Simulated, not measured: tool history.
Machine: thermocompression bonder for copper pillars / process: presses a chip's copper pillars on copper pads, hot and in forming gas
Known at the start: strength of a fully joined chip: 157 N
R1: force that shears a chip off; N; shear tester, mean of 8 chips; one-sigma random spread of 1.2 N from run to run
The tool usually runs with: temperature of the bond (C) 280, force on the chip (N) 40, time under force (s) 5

{"run": 1, "day": 0.0, "temperature of the bond (C)": 280, "force on the chip (N)": 40, "time under force (s)": 5, "R1": 115}
{"run": 2, "day": 0.492, "temperature of the bond (C)": 280, "force on the chip (N)": 40, "time under force (s)": 5, "R1": 115.4}
{"run": 3, "day": 1.229, "temperature of the bond (C)": 280, "force on the chip (N)": 56, "time under force (s)": 5, "R1": 134}
{"run": 4, "day": 1.646, "temperature of the bond (C)": 280, "force on the chip (N)": 56, "time under force (s)": 5, "R1": 134.4}
{"run": 5, "day": 1.971, "temperature of the bond (C)": 280, "force on the chip (N)": 56, "time under force (s)": 5, "R1": 137.7}
{"run": 6, "day": 2.717, "temperature of the bond (C)": 280, "force on the chip (N)": 56, "time under force (s)": 5, "R1": 135.7}
{"run": 7, "day": 3.379, "temperature of the bond (C)": 280, "force on the chip (N)": 40, "time under force (s)": 8, "R1": 127.4}
{"run": 8, "day": 4.092, "temperature of the bond (C)": 280, "force on the chip (N)": 40, "time under force (s)": 8, "R1": 127.7}
{"run": 9, "day": 4.483, "temperature of the bond (C)": 284, "force on the chip (N)": 40, "time under force (s)": 8, "R1": 131}
{"run": 10, "day": 5.071, "temperature of the bond (C)": 284, "force on the chip (N)": 40, "time under force (s)": 13, "R1": 139}
{"day": 5.717, "done": "forming gas filter changed"}
{"run": 11, "day": 5.8, "temperature of the bond (C)": 307, "force on the chip (N)": 40, "time under force (s)": 13, "R1": 153.3}
{"run": 12, "day": 6.217, "temperature of the bond (C)": 307, "force on the chip (N)": 40, "time under force (s)": 13, "R1": 149.9}
{"run": 13, "day": 6.742, "temperature of the bond (C)": 307, "force on the chip (N)": 40, "time under force (s)": 13, "R1": 152.1}
{"run": 14, "day": 7.175, "temperature of the bond (C)": 280, "force on the chip (N)": 40, "time under force (s)": 5, "R1": 118.5}
{"run": 15, "day": 7.775, "temperature of the bond (C)": 280, "force on the chip (N)": 40, "time under force (s)": 5, "R1": 116.7}
{"run": 16, "day": 8.488, "temperature of the bond (C)": 280, "force on the chip (N)": 40, "time under force (s)": 5, "R1": 118.1}
{"run": 17, "day": 8.821, "temperature of the bond (C)": 280, "force on the chip (N)": 40, "time under force (s)": 5, "R1": 118.1}
{"run": 18, "day": 9.162, "temperature of the bond (C)": 280, "force on the chip (N)": 40, "time under force (s)": 5, "R1": 117.2}
{"run": 19, "day": 9.817, "temperature of the bond (C)": 280, "force on the chip (N)": 40, "time under force (s)": 5, "R1": 118.8}
{"run": 20, "day": 10.283, "temperature of the bond (C)": 280, "force on the chip (N)": 40, "time under force (s)": 5, "R1": 117.1}
{"run": 21, "day": 10.917, "temperature of the bond (C)": 263, "force on the chip (N)": 40, "time under force (s)": 3, "R1": 82.3}
{"run": 22, "day": 11.538, "temperature of the bond (C)": 251, "force on the chip (N)": 40, "time under force (s)": 3, "R1": 68}
{"run": 23, "day": 12.071, "temperature of the bond (C)": 280, "force on the chip (N)": 25, "time under force (s)": 3, "R1": 67.3}
{"day": 12.562, "done": "forming gas filter changed"}
{"run": 24, "day": 12.629, "temperature of the bond (C)": 308, "force on the chip (N)": 25, "time under force (s)": 3, "R1": 98.4}
{"run": 25, "day": 13.367, "temperature of the bond (C)": 302, "force on the chip (N)": 25, "time under force (s)": 3, "R1": 94.5}
{"run": 26, "day": 14.083, "temperature of the bond (C)": 289, "force on the chip (N)": 40, "time under force (s)": 3, "R1": 114.6}
{"run": 27, "day": 14.558, "temperature of the bond (C)": 280, "force on the chip (N)": 29, "time under force (s)": 4, "R1": 88.9}
{"run": 28, "day": 15.208, "temperature of the bond (C)": 259, "force on the chip (N)": 40, "time under force (s)": 7, "R1": 105.2}
{"run": 29, "day": 15.729, "temperature of the bond (C)": 259, "force on the chip (N)": 40, "time under force (s)": 7, "R1": 103.9}
{"run": 30, "day": 16.125, "temperature of the bond (C)": 288, "force on the chip (N)": 32, "time under force (s)": 9, "R1": 124}
{"run": 31, "day": 16.579, "temperature of the bond (C)": 288, "force on the chip (N)": 32, "time under force (s)": 9, "R1": 126.3}
{"run": 32, "day": 17.192, "temperature of the bond (C)": 265, "force on the chip (N)": 41, "time under force (s)": 3, "R1": 90}
{"run": 33, "day": 17.725, "temperature of the bond (C)": 267, "force on the chip (N)": 37, "time under force (s)": 4, "R1": 90.2}
{"day": 18.492, "done": "heater calibrated with a thermocouple chip"}
{"run": 34, "day": 18.55, "temperature of the bond (C)": 260, "force on the chip (N)": 40, "time under force (s)": 5, "R1": 82.3}
{"run": 35, "day": 19.292, "temperature of the bond (C)": 280, "force on the chip (N)": 56, "time under force (s)": 5, "R1": 128.4}
{"day": 19.483, "done": "forming gas filter changed"}
{"run": 36, "day": 19.975, "temperature of the bond (C)": 280, "force on the chip (N)": 56, "time under force (s)": 5, "R1": 130}
{"run": 37, "day": 20.596, "temperature of the bond (C)": 286, "force on the chip (N)": 37, "time under force (s)": 7, "R1": 117.9}
{"run": 38, "day": 21.154, "temperature of the bond (C)": 280, "force on the chip (N)": 58, "time under force (s)": 11, "R1": 145.6}
{"run": 39, "day": 21.471, "temperature of the bond (C)": 280, "force on the chip (N)": 58, "time under force (s)": 11, "R1": 148.4}

Table of differences, measured result less the result of that run with no hidden state. Run-to-run variation is the same in both. Gauge scatter possibly is not:
Unlogged tool condition in this case: true temperature of the bond over the reading, C; force that reaches the chip, % of what is set; oxide that the forming gas leaves, % of the face; drift of the gauge itself on shear_n, %.
run=1 R1=+8.5
run=2 R1=+8.5
run=3 R1=+5.7
run=4 R1=+5.7
run=5 R1=+5.7
run=6 R1=+5.3
run=7 R1=+6.7
run=8 R1=+6.5
run=9 R1=+5.6
run=10 R1=+3.3
run=11 R1=+2.6
run=12 R1=+2.3
run=13 R1=+2
run=14 R1=+10
run=15 R1=+9.7
run=16 R1=+9.7
run=17 R1=+9.6
run=18 R1=+9.4
run=19 R1=+9.4
run=20 R1=+9.2
run=21 R1=+10.1
run=22 R1=+9.6
run=23 R1=+8.6
run=24 R1=+11.3
run=25 R1=+11.4
run=26 R1=+11.5
run=27 R1=+11.7
run=28 R1=+13.2
run=29 R1=+13
run=30 R1=+9.7
run=31 R1=+9.8
run=32 R1=+12.4
run=33 R1=+12
run=34 R1=-0.2
run=35 R1=-2
run=36 R1=+1.4
run=37 R1=+1.7
run=38 R1=+0.1
run=39 R1=-0.1
